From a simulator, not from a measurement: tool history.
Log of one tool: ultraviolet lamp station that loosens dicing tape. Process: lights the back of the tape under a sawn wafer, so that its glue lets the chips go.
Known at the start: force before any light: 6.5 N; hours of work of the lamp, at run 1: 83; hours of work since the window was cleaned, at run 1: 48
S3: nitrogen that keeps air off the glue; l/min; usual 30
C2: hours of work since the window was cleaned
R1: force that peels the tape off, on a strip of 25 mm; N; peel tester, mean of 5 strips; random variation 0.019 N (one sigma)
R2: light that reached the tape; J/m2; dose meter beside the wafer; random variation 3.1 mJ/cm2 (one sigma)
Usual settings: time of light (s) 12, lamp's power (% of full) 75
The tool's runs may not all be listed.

{"run": 1, "hour": 0.0, "time of light (s)": 12, "lamp's power (% of full)": 75, "S3": 30, "hours of work of the lamp": 83, "C2": 48, "R1": 1.072, "R2": 4360}
{"run": 2, "hour": 5.3, "time of light (s)": 12, "lamp's power (% of full)": 75, "S3": 30, "hours of work of the lamp": 85, "C2": 51, "R1": 1.037, "R2": 4320}
{"run": 3, "hour": 15.2, "time of light (s)": 12, "lamp's power (% of full)": 97, "S3": 30, "hours of work of the lamp": 91, "C2": 57, "R1": 0.645, "R2": 5610}
{"run": 4, "hour": 25.8, "time of light (s)": 12, "lamp's power (% of full)": 75, "S3": 40, "hours of work of the lamp": 97, "C2": 63, "R1": 0.849, "R2": 4290}
{"run": 5, "hour": 31.5, "time of light (s)": 12, "lamp's power (% of full)": 75, "S3": 27, "hours of work of the lamp": 100, "C2": 66, "R1": 1.181, "R2": 4330}
{"run": 6, "hour": 39.3, "time of light (s)": 12, "lamp's power (% of full)": 75, "S3": 27, "hours of work of the lamp": 104, "C2": 70, "R1": 1.098, "R2": 4300}
{"run": 7, "hour": 47.5, "time of light (s)": 12, "lamp's power (% of full)": 75, "S3": 27, "hours of work of the lamp": 109, "C2": 74, "R1": 1.152, "R2": 4310}
{"run": 8, "hour": 56.3, "time of light (s)": 12, "lamp's power (% of full)": 75, "S3": 27, "hours of work of the lamp": 114, "C2": 79, "R1": 1.115, "R2": 4220}
{"run": 9, "hour": 66.7, "time of light (s)": 12, "lamp's power (% of full)": 75, "S3": 10, "hours of work of the lamp": 119, "C2": 85, "R1": 1.982, "R2": 4210}
{"run": 10, "hour": 77.3, "time of light (s)": 12, "lamp's power (% of full)": 75, "S3": 30, "hours of work of the lamp": 125, "C2": 91, "R1": 1.101, "R2": 4220}
{"run": 11, "hour": 84.2, "time of light (s)": 12, "lamp's power (% of full)": 75, "S3": 30, "hours of work of the lamp": 129, "C2": 95, "R1": 1.118, "R2": 4170}
{"run": 12, "hour": 91.5, "time of light (s)": 12, "lamp's power (% of full)": 75, "S3": 30, "hours of work of the lamp": 133, "C2": 99, "R1": 1.135, "R2": 4210}
{"run": 13, "hour": 101.5, "time of light (s)": 12, "lamp's power (% of full)": 75, "S3": 30, "hours of work of the lamp": 138, "C2": 104, "R1": 1.109, "R2": 4160}
{"run": 14, "hour": 110.1, "time of light (s)": 12, "lamp's power (% of full)": 75, "S3": 30, "hours of work of the lamp": 143, "C2": 109, "R1": 1.136, "R2": 4120}
{"run": 15, "hour": 116.8, "time of light (s)": 15, "lamp's power (% of full)": 98, "S3": 10, "hours of work of the lamp": 147, "C2": 113, "R1": 1.079, "R2": 6730}
{"hour": 118.2, "done": "window cleaned of glue's vapour"}
{"run": 16, "hour": 121.7, "time of light (s)": 7, "lamp's power (% of full)": 62, "S3": 14, "hours of work of the lamp": 149, "C2": 2, "R1": 3.6, "R2": 1960}
{"run": 17, "hour": 128.5, "time of light (s)": 7, "lamp's power (% of full)": 75, "S3": 13, "hours of work of the lamp": 153, "C2": 6, "R1": 3.189, "R2": 2380}
{"run": 18, "hour": 139.0, "time of light (s)": 7, "lamp's power (% of full)": 75, "S3": 13, "hours of work of the lamp": 159, "C2": 11, "R1": 3.15, "R2": 2310}
{"run": 19, "hour": 147.0, "time of light (s)": 18, "lamp's power (% of full)": 97, "S3": 16, "hours of work of the lamp": 163, "C2": 16, "R1": 0.571, "R2": 7760}
{"run": 20, "hour": 154.7, "time of light (s)": 11, "lamp's power (% of full)": 98, "S3": 14, "hours of work of the lamp": 167, "C2": 20, "R1": 1.453, "R2": 4820}
{"hour": 158.0, "done": "window cleaned of glue's vapour, once more"}
{"run": 21, "hour": 164.8, "time of light (s)": 10, "lamp's power (% of full)": 97, "S3": 14, "hours of work of the lamp": 173, "C2": 4, "R1": 1.565, "R2": 4530}
{"run": 22, "hour": 172.5, "time of light (s)": 10, "lamp's power (% of full)": 97, "S3": 14, "hours of work of the lamp": 177, "C2": 8, "R1": 1.586, "R2": 4510}
{"run": 23, "hour": 183.3, "time of light (s)": 12, "lamp's power (% of full)": 61, "S3": 53, "hours of work of the lamp": 183, "C2": 14, "R1": 1.115, "R2": 3340}
{"run": 24, "hour": 190.5, "time of light (s)": 12, "lamp's power (% of full)": 61, "S3": 53, "hours of work of the lamp": 187, "C2": 18, "R1": 1.161, "R2": 3380}
{"run": 25, "hour": 196.8, "time of light (s)": 12, "lamp's power (% of full)": 80, "S3": 23, "hours of work of the lamp": 190, "C2": 21, "R1": 1.201, "R2": 4410}
{"run": 26, "hour": 207.4, "time of light (s)": 12, "lamp's power (% of full)": 80, "S3": 23, "hours of work of the lamp": 196, "C2": 27, "R1": 1.211, "R2": 4390}

Forecast each of these 5 alternatives for the next run:
{"run": "A", "hour": 213.4, "time of light (s)": 6, "lamp's power (% of full)": 67, "S3": 30, "hours of work of the lamp": 200, "C2": 31, "R1": "?", "R2": "?"}
{"run": "B", "hour": 213.4, "time of light (s)": 11, "lamp's power (% of full)": 60, "S3": 24, "hours of work of the lamp": 200, "C2": 31, "R1": "?", "R2": "?"}
{"run": "C", "hour": 213.4, "time of light (s)": 10, "lamp's power (% of full)": 75, "S3": 14, "hours of work of the lamp": 200, "C2": 31, "R1": "?", "R2": "?"}
{"run": "D", "hour": 213.4, "time of light (s)": 17, "lamp's power (% of full)": 87, "S3": 12, "hours of work of the lamp": 200, "C2": 31, "R1": "?", "R2": "?"}
{"run": "E", "hour": 213.4, "time of light (s)": 12, "lamp's power (% of full)": 75, "S3": 28, "hours of work of the lamp": 200, "C2": 31, "R1": "?", "R2": "?"}

run=A R1=2.887 R2=1820
run=B R1=2.009 R2=3040
run=C R1=2.264 R2=3410
run=D R1=0.978 R2=6740
run=E R1=1.199 R2=4080
Without the tool's hidden state the same runs would have given:
run=A R1=2.585 R2=2070
run=B R1=1.711 R2=3470
run=C R1=1.954 R2=3890
run=D R1=0.771 R2=7690
run=E R1=0.964 R2=4650
